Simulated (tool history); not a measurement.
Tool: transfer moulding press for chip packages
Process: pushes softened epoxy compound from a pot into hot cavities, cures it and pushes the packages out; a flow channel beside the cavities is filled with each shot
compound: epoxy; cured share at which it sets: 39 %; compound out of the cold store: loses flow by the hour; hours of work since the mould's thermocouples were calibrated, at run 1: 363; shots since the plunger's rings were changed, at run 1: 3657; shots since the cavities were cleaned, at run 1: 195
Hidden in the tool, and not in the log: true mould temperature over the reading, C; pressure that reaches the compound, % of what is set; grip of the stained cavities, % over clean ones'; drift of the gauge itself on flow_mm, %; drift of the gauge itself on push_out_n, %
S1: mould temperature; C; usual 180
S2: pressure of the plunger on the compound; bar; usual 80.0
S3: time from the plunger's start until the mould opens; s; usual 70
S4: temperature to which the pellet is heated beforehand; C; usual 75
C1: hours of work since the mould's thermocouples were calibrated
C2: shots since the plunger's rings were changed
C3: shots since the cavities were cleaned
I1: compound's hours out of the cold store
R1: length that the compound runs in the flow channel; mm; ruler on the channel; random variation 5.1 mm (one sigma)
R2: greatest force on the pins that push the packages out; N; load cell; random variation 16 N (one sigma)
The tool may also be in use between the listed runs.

run	hour	S1	S2	S3	S4	C1	C2	C3	I1	R1	R2
1	0.0	180	80.0	70	75	363	3657	195	13.3	657	1079
# hour 9.9: mould's thermocouples calibrated
2	14.6	180	87.6	70	75	4	3870	408	37.6	630	1121
3	26.6	180	87.6	70	70	13	4075	613	13.1	692	1312
4	43.3	180	87.6	70	70	26	4358	896	8.9	692	1478
# hour 47.2: cavities cleaned with cleaning compound and waxed
5	71.0	180	87.6	70	70	47	4803	405	43.8	603	1125
# hour 82.4: plunger's sealing rings changed
6	99.6	180	87.6	70	70	68	292	848	17.3	702	1388
# hour 103.9: mould's thermocouples calibrated, once more
# hour 107.9: cavities cleaned with cleaning compound and waxed
7	132.5	178	80.0	70	75	21	790	416	22.4	662	1360
8	145.0	178	80.0	70	75	31	1002	628	35.1	626	1472
# hour 165.3: cavities cleaned with cleaning compound and waxed
9	169.4	178	80.0	70	75	49	1391	70	46.7	601	917
10	184.1	178	96.7	70	75	61	1641	320	41.2	672	1211
11	206.1	178	96.7	70	75	78	2014	693	29.8	695	1568
# hour 221.3: cavities cleaned with cleaning compound and waxed
12	221.3	178	98.9	70	75	89	2246	0	32.1	689	850
13	250.4	185	80.0	70	75	112	2740	494	19.8	639	947
# hour 277.4: cavities cleaned with cleaning compound and waxed
14	277.4	185	80.0	70	75	132	3172	0	12.7	652	564
15	298.0	185	79.4	70	78	148	3522	350	29.5	599	856
16	310.5	185	81.3	70	78	158	3735	563	30.6	609	958
17	324.3	186	80.0	70	83	169	3968	796	23.5	618	973
# hour 334.5: cavities cleaned with cleaning compound and waxed
18	351.7	186	80.0	70	83	190	4408	293	14.2	639	757
19	363.8	180	80.0	108	77	199	4614	499	11.2	667	661
20	376.0	176	97.6	70	75	209	4820	705	17.5	719	1736
# hour 386.5: plunger's sealing rings changed
# hour 394.6: cavities cleaned with cleaning compound and waxed
21	409.1	188	80.2	83	75	232	360	247	43.1	589	573
22	437.1	180	80.0	92	75	254	835	722	15.7	667	831
# hour 452.2: cavities cleaned with cleaning compound and waxed
23	467.6	182	80.0	53	73	277	1327	262	12.8	675	2100
24	496.7	180	73.3	64	82	300	1820	755	24.4	619	1728
# hour 509.8: cavities cleaned with cleaning compound and waxed
25	512.4	180	73.3	64	82	311	2061	43	25.2	610	1060
26	542.0	180	73.3	64	82	334	2563	545	29.0	600	1517
# hour 567.3: cavities cleaned with cleaning compound and waxed
27	567.8	174	80.0	86	75	353	2976	8	28.7	637	620

4 ways to go on from here, each from the tool as it stands after run 27. What would each give?
# hour 588.9: mould's thermocouples calibrated
A	594.5	186	67.3	55	75	4	3395	427	26.8	?	?
# hour 588.9: mould's thermocouples calibrated
B	594.5	174	98.3	86	75	4	3395	427	22.0	?	?
# hour 588.9: mould's thermocouples calibrated
C	594.5	174	80.0	86	68	4	3395	427	41.5	?	?
# hour 588.9: mould's thermocouples calibrated
D	594.5	182	80.0	76	75	4	3395	427	36.2	?	?

run	R1	R2
A	568	1673
B	726	1041
C	620	1016
D	607	815
Without the tool's hidden state the same runs would have given:
run	R1	R2
A	588	1064
B	750	665
C	641	643
D	628	516
